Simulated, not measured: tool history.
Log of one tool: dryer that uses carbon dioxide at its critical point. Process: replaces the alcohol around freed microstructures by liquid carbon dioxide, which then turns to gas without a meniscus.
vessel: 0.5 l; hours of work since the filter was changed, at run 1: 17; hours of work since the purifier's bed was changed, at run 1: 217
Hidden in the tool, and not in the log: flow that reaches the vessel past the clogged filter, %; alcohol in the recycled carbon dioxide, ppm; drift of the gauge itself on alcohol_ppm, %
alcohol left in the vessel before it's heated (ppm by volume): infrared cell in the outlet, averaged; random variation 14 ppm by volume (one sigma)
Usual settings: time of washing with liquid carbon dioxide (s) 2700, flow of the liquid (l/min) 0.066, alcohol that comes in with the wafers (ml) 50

run,hour,time of washing with liquid carbon dioxide (s),flow of the liquid (l/min),alcohol that comes in with the wafers (ml),hours of work since the filter was changed,hours of work since the purifier's bed was changed,alcohol left in the vessel before it's heated (ppm by volume)
1,0,2700,0.066,50,17,217,1029
2,12.3,2700,0.066,50,23,223,1056
3,29.2,2700,0.066,50,31,231,1054
4,41.5,2700,0.066,50,37,237,1091
5,64,2700,0.066,50,48,248,1148
6,80.6,2700,0.066,50,56,256,1208
7,95.2,2700,0.066,50,63,264,1212
8,110.3,2700,0.066,32,71,271,834
9,132.3,2700,0.066,32,82,282,859
10,147.6,2700,0.066,32,89,289,880
11,174.5,2640,0.066,32,102,302,1013
12,187.3,2640,0.066,32,109,309,1048
13,204.6,1680,0.066,50,117,317,7074
14,228.8,1680,0.066,50,129,329,7201
15,242.9,1680,0.066,50,136,336,7474
16,259.2,1680,0.066,50,144,344,7621
17,284.6,1980,0.066,50,156,356,4907
18,303.4,1980,0.066,50,165,366,5112
19,326.6,2700,0.066,50,177,377,1903
# hour 331.3: inlet filter changed
20,356,2700,0.066,50,12,391,1050
21,372.5,2700,0.066,50,20,399,1042
22,393.6,2700,0.066,50,31,409,1092
23,415.5,2700,0.0911,50,41,420,233
24,440.1,2700,0.0911,50,53,432,250
25,454.8,2700,0.0911,50,61,440,268
26,475.1,2700,0.0911,92,71,449,429
27,502.1,2880,0.0911,69,84,463,264
28,514.9,4140,0.0777,69,90,469,135
29,542.4,1860,0.0722,73,104,482,5649
30,566.3,4020,0.066,50,115,494,271
31,590,4020,0.0683,50,127,506,231
32,609.7,4260,0.0537,71,137,515,832
33,635.3,2700,0.066,61,149,528,2021
34,651.9,2100,0.0858,61,157,536,1866
35,673.8,2100,0.0858,61,168,547,1973
# hour 695.7: inlet filter changed
36,703.3,2100,0.1094,79,4,561,397
37,729.6,2640,0.0529,50,17,574,2935
38,751.2,3300,0.0524,48,27,584,1355
39,769.3,2040,0.0598,25,36,593,2368
40,781.3,2340,0.0943,50,42,599,442
41,798.5,2340,0.0943,50,50,608,450
42,818.4,2340,0.0943,50,60,617,459
43,840.8,3600,0.0438,51,71,628,2403
44,859.8,2580,0.0418,51,81,638,7989
45,888.3,2580,0.0673,51,95,652,1632
46,912.1,3060,0.066,50,106,663,933
47,925.4,2700,0.0607,55,113,670,2400

Some steps in alcohol left in the vessel before it's heated (ppm by volume) between neighbouring runs. How much of each would the tool show without its hidden state too (settings, what came in, random variation), and how much is left for the hidden state, with any gauge scatter that isn't in both results?
Run 12 -> 13: time of washing with liquid carbon dioxide (s) 2640 -> 1680, alcohol that comes in with the wafers (ml) 32 -> 50. alcohol left in the vessel before it's heated (ppm by volume) +6026: hidden state +1444, all else +4582.
Run 28 -> 29: time of washing with liquid carbon dioxide (s) 4140 -> 1860, flow of the liquid (l/min) 0.0777 -> 0.0722, alcohol that comes in with the wafers (ml) 69 -> 73. alcohol left in the vessel before it's heated (ppm by volume) +5514: hidden state +1455, all else +4059.
Run 29 -> 30: time of washing with liquid carbon dioxide (s) 1860 -> 4020, flow of the liquid (l/min) 0.0722 -> 0.066, alcohol that comes in with the wafers (ml) 73 -> 50. alcohol left in the vessel before it's heated (ppm by volume) -5378: hidden state -1390, all else -3988.
Run 43 -> 44: time of washing with liquid carbon dioxide (s) 3600 -> 2580, flow of the liquid (l/min) 0.0438 -> 0.0418. alcohol left in the vessel before it's heated (ppm by volume) +5586: hidden state +918, all else +4668.
Run 44 -> 45: flow of the liquid (l/min) 0.0418 -> 0.0673. alcohol left in the vessel before it's heated (ppm by volume) -6357: hidden state -961, all else -5396.
